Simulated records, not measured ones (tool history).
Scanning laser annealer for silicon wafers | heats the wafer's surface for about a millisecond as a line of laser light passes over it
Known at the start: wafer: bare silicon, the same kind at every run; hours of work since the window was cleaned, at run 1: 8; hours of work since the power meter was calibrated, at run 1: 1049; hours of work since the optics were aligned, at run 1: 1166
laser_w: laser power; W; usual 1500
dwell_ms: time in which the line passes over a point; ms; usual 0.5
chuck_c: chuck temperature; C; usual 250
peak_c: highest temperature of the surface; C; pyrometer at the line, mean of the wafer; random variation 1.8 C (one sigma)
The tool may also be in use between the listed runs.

run,hour,laser_w,dwell_ms,chuck_c,hours of work since the window was cleaned,hours of work since the power meter was calibrated,hours of work since the optics were aligned,peak_c
1,0,1500,0.5,250,8,1049,1166,972
2,43.7,1500,0.447,250,31,1072,1190,931
3,70,1500,0.447,250,44,1086,1203,933
4,114.3,1500,0.447,250,68,1109,1227,930
5,151,1285,0.5,250,87,1129,1246,849
6,179.4,1285,0.5,250,102,1144,1261,852
7,229.1,1500,0.5,250,128,1170,1287,964
8,287.8,1500,0.5,250,159,1201,1318,963
9,315.4,1500,0.5,250,174,1215,1333,965
10,371.8,1500,0.5,250,203,1245,1362,965
11,413.6,1500,0.5,250,226,1267,1384,960
12,473,1500,0.5,250,257,1298,1416,956
13,511.3,1500,0.5,250,277,1319,1436,960
14,554.5,1644,0.588,244,300,1341,1459,1089
15,585.8,1644,0.588,244,316,1358,1475,1090
16,616.1,1298,0.478,284,332,1374,1491,866
17,668.6,1298,0.478,284,360,1402,1519,867
18,695.6,1302,0.372,218,374,1416,1533,740
19,754.5,1302,0.372,218,405,1447,1564,737
20,791.4,1304,0.424,243,425,1466,1584,796
21,843.9,1304,0.589,263,452,1494,1611,908
22,904,1393,0.462,215,484,1526,1643,835
23,953.4,1631,0.517,285,510,1552,1669,1067
24,979.3,1285,0.503,222,524,1565,1683,811
25,1027.5,1478,0.362,237,549,1591,1708,824

3 ways to go on from here, each from the tool as it stands after run 25. What would each give?
A,1056.2,1539,0.424,289,564,1606,1723,?
B,1056.2,1500,0.505,250,564,1606,1723,?
C,1056.2,1601,0.571,249,564,1606,1723,?

run,peak_c
A,951
B,948
C,1047
Without the tool's hidden state the same runs would have given:
run,peak_c
A,987
B,986
C,1091
